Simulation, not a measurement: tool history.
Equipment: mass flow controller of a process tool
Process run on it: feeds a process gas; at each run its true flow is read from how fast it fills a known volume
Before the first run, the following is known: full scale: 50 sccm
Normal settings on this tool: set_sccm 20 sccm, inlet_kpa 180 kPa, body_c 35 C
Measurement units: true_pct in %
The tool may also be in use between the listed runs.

run    hour  set_sccm  inlet_kpa  body_c  true_pct
  1     0.0        20        180      35     95.49
  2   184.4        20        180      35     95.53
  3   397.8        20        180      28     96.16
  4   628.8        20        180      23     96.63
  5   819.8        20        180      28     96.16
  6  1045.5        20        180      28     96.20
     1058.6  -- controller's zero set anew
  7  1263.6        20        180      28     96.34
  8  1436.5        20        180      28     96.14
  9  1551.4        20        180      28     96.25
 10  1659.8         8        175      35     95.96
 11  1862.0        16        180      33     95.76
     1909.9  -- controller's zero set anew, once more
 12  1971.5        16        180      33     94.72
 13  2179.6        37        228      36     95.61
 14  2418.4        37        228      36     95.53
 15  2637.3        48        263      30     96.58
 16  2753.1        48        263      30     96.60
 17  2975.7        38        200      35     95.75
 18  3166.0        18        149      35     94.81

Predict each of these 5 candidate next runs independently; none follows another, all start after run 18:
  A  3278.8         8        219      35         ?
  B  3278.8        25        149      35         ?
  C  3278.8        16        258      35         ?
  D  3278.8         8        146      21         ?
  E  3278.8        49        209      34         ?

run  true_pct
  A     94.36
  B     95.13
  C     94.33
  D     95.76
  E     96.41
Without the tool's unlogged condition, the same runs would have read:
run  true_pct
  A     96.49
  B     97.74
  C     96.81
  D     97.89
  E     99.13
